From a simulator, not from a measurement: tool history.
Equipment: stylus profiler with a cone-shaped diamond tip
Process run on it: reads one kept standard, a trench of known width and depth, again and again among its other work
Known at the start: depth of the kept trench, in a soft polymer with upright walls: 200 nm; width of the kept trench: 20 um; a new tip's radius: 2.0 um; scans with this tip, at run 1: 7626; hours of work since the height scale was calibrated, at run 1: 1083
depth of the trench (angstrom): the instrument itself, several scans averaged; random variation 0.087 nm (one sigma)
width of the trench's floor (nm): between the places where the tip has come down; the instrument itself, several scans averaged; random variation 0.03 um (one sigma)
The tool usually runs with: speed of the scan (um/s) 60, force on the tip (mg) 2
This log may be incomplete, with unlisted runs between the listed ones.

run	day	speed of the scan (um/s)	force on the tip (mg)	scans with this tip	hours of work since the height scale was calibrated	depth of the trench (angstrom)	width of the trench's floor (nm)
1	0	60	2	7626	1083	2015.6	18020
2	3.475	60	2	7939	1128	2013.9	18020
3	6.225	60	2	8187	1163	2016.3	18060
4	9.167	60	2	8453	1200	2014.6	17980
5	12.125	101	2	8720	1238	2017.2	17830
6	14.846	101	2	8965	1273	2014.3	17850
# day 15.696: height scale calibrated on a step standard
7	19.438	101	2	9377	48	2016.6	17840
8	22.133	101	2	9620	82	2013.5	17840
9	25.575	101	2	9931	127	2014.3	17840
10	29.621	101	2	10296	178	2015.1	17900
11	31.921	57	2	10503	208	2015.1	18050
12	35.696	57	2	10844	256	2015.4	18020
13	37.596	57	2	11015	281	2014.3	18030
14	41.738	16	2	11389	334	2015.3	18190
15	45.629	23	1.2	11740	383	2010.5	18140
16	47.821	20	2.82	11937	412	2018.7	18190
17	51.667	88	4.36	12284	461	2026.4	18040
18	54.808	22	3.87	12568	501	2023.9	18170
19	57.542	58	2.47	12814	536	2016.5	18020
20	61.162	123	2.47	13141	582	2018.3	17840
21	63.675	122	4.65	13368	615	2026.8	17940
22	67.062	34	0.98	13673	658	2009.7	18060
23	69.146	34	0.98	13861	685	2008.9	18050
24	72.996	34	0.98	14208	734	2007.8	18050
25	75.95	179	0.98	14475	772	2008.6	17290
26	78.217	42	5.25	14679	801	2027	18150
27	80.104	83	1.38	14849	825	2012.5	17840
28	83.358	43	1.83	15143	867	2012.7	18090

Some steps in width of the trench's floor (nm) between neighbouring runs. How much of each would the tool show without its hidden state too (settings, what came in, random variation), and how much is left for the hidden state, with any gauge scatter that isn't in both results?
Unlogged tool condition in this case: radius of the tip, um; height scale over the true one, %; drift of the gauge itself on depth_nm, %; drift of the gauge itself on floor_um, %.
Run 2 -> 3: no setting changed, nothing entered. width of the trench's floor (nm) +40: hidden state +10, all else +30.
Run 3 -> 4: no setting changed, nothing entered. width of the trench's floor (nm) -80: hidden state -10, all else -70.
Run 24 -> 25: speed of the scan (um/s) 34 -> 179. width of the trench's floor (nm) -760: hidden state +0, all else -760.
Run 25 -> 26: speed of the scan (um/s) 179 -> 42, force on the tip (mg) 0.98 -> 5.25. width of the trench's floor (nm) +860: hidden state +0, all else +860.

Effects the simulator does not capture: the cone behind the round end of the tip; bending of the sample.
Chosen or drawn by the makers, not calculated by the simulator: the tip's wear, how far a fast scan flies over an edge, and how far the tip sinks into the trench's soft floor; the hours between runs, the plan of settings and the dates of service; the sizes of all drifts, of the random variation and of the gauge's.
